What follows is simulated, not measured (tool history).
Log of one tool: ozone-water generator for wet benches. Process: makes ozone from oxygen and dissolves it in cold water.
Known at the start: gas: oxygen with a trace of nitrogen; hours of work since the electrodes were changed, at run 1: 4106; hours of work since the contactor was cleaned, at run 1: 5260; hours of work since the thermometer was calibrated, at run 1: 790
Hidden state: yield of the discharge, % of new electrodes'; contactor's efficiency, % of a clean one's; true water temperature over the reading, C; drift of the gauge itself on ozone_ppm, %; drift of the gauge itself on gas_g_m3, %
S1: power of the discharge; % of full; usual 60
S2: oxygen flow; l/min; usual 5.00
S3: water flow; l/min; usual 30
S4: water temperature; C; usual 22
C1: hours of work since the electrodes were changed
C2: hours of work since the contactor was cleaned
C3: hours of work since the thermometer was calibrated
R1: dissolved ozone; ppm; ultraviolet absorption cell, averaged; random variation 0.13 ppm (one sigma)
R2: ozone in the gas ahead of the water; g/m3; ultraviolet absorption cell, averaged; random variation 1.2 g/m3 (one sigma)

run,hour,S1,S2,S3,S4,C1,C2,C3,R1,R2
1,0.0,60,5.00,30,22,4106,5260,790,12.6,205.4
2,119.5,60,5.00,30,22,4223,5378,908,12.5,206.5
3,239.1,60,5.00,30,22,4341,5495,1025,12.5,205.8
4,312.0,60,5.00,30,22,4412,5567,1097,12.6,206.5
5,462.2,60,5.00,30,16,4560,5714,1244,13.5,207.3
6,609.3,60,5.00,30,16,4704,5859,1389,13.4,205.2
7,691.8,60,3.40,30,16,4785,5940,1470,12.1,243.2
8,782.3,60,7.86,30,22,4874,6028,1559,13.3,168.1
9,868.0,60,7.86,30,22,4958,6113,1643,13.0,167.4
# hour 920.4: contactor cleaned
10,941.2,60,7.86,30,22,5026,20,1711,13.7,167.1
# hour 953.0: water thermometer calibrated
11,1080.2,60,7.86,30,22,5162,156,125,13.8,166.5
12,1204.2,60,7.86,30,22,5284,278,247,13.6,166.4
13,1354.6,60,7.86,30,22,5432,426,394,13.6,165.9
14,1429.6,60,7.86,30,22,5505,500,468,13.3,164.8
15,1532.8,60,7.86,30,22,5607,601,569,13.4,166.0
16,1618.7,99,5.00,29,22,5691,685,654,16.8,260.4
17,1692.8,99,5.00,21,15,5764,758,727,25.8,259.0
# hour 1729.7: water thermometer calibrated, once more
18,1756.1,68,5.00,30,17,5826,820,26,14.3,214.7
19,1879.9,68,5.00,30,17,5947,941,147,14.4,214.9
20,1940.8,42,5.00,30,22,6007,1001,207,10.5,166.9
21,2053.7,85,3.07,24,22,6118,1112,318,17.1,292.4
22,2186.4,46,3.26,22,20,6248,1242,448,14.1,210.2
23,2305.2,80,5.00,25,26,6365,1359,565,16.3,229.1
24,2423.8,80,7.84,30,22,6481,1475,682,15.2,188.8
25,2509.6,60,5.00,46,21,6566,1560,766,7.7,197.2
26,2579.2,59,3.24,39,14,6634,1628,834,8.6,235.6
27,2690.5,82,3.24,39,14,6743,1737,944,10.1,276.0
28,2826.8,82,3.34,39,23,6877,1871,1077,9.5,270.9

Forecast each of these 5 alternatives for the next run:
A,2917.7,55,5.00,30,22,6966,1960,1167,?,?
B,2917.7,82,6.16,39,23,6966,1960,1167,?,?
C,2917.7,60,3.06,21,24,6966,1960,1167,?,?
D,2917.7,53,3.34,20,23,6966,1960,1167,?,?
E,2917.7,47,3.34,26,19,6966,1960,1167,?,?

run,R1,R2
A,11.9,188.5
B,11.3,210.3
C,15.4,241.4
D,16.0,220.9
E,11.9,209.2
Without the tool's hidden state the same runs would have given:
run,R1,R2
A,13.6,211.1
B,13.2,242.2
C,17.7,272.0
D,18.2,246.8
E,13.5,231.7
